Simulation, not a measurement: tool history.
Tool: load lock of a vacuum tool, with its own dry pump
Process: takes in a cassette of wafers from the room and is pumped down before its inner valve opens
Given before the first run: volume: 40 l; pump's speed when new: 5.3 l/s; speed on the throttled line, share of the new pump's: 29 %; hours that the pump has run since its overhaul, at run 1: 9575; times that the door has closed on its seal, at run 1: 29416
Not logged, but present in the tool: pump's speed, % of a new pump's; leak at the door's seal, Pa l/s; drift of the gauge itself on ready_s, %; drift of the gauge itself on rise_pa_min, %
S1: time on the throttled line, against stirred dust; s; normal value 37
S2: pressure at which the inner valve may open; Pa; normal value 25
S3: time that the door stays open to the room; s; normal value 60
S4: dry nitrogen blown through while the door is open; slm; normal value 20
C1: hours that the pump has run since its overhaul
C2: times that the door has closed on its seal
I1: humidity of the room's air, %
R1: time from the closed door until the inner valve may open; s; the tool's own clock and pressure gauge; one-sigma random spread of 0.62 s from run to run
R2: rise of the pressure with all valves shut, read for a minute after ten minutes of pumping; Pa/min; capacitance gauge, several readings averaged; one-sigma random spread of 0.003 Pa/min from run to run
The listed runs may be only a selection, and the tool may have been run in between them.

run	hour	S1	S2	S3	S4	C1	C2	I1	R1	R2
1	0.0	37	25	60	20	9575	29416	43.2	99.6	0.153
2	272.8	30	25	60	20	9847	30300	43.6	95.4	0.157
3	708.1	30	25	60	20	10283	31710	47.4	96.3	0.178
4	1073.5	37	25	60	20	10648	32894	45.9	102.1	0.174
5	1258.9	37	25	60	20	10833	33494	47.2	101.9	0.181
6	1559.4	20	25	60	20	11134	34468	43.3	91.7	0.186
7	1870.7	37	25	100	20	11445	35476	45.5	102.2	0.207
8	2222.7	37	25	60	13	11797	36616	45.0	101.4	0.198
9	2466.5	37	25	146	13	12041	37406	45.9	103.0	0.242
10	2793.8	37	25	146	13	12368	38467	45.5	102.8	0.252
# hour 2862.4: dry pump taken out, an overhauled one fitted
11	3087.6	37	23	26	20	225	39399	45.0	89.8	0.206
12	3473.8	37	23	26	20	611	40650	48.3	89.9	0.217
13	3835.9	19	33	60	20	974	41823	46.8	74.9	0.236
14	4061.8	32	20	189	21	1199	42555	49.1	88.1	0.292
15	4298.7	32	20	189	21	1436	43322	45.9	89.1	0.298
16	4661.3	42	30	189	5	1799	44497	46.7	93.4	0.331
17	5072.9	62	21	30	20	2211	45830	42.2	110.9	0.263
18	5269.7	21	25	32	20	2407	46468	44.3	80.2	0.258
19	5481.8	56	50	145	4	2619	47155	46.1	100.6	0.335
20	5732.4	56	50	145	4	2870	47967	45.1	100.7	0.347

Branching from run 20: 5 alternative next runs. What would each branch give?
A	6145.1	67	50	145	32	3283	49304	43.4	?	?
B	6145.1	72	25	60	21	3283	49304	48.1	?	?
C	6145.1	60	19	60	20	3283	49304	43.8	?	?
D	6145.1	38	21	84	4	3283	49304	42.9	?	?
E	6145.1	37	23	37	40	3283	49304	44.2	?	?

run	R1	R2
A	106.4	0.323
B	117.8	0.302
C	110.6	0.304
D	94.1	0.325
E	92.4	0.292
Without the tool's hidden state the same runs would have given:
run	R1	R2
A	104.7	0.055
B	115.9	0.035
C	108.4	0.034
D	91.7	0.057
E	90.1	0.023

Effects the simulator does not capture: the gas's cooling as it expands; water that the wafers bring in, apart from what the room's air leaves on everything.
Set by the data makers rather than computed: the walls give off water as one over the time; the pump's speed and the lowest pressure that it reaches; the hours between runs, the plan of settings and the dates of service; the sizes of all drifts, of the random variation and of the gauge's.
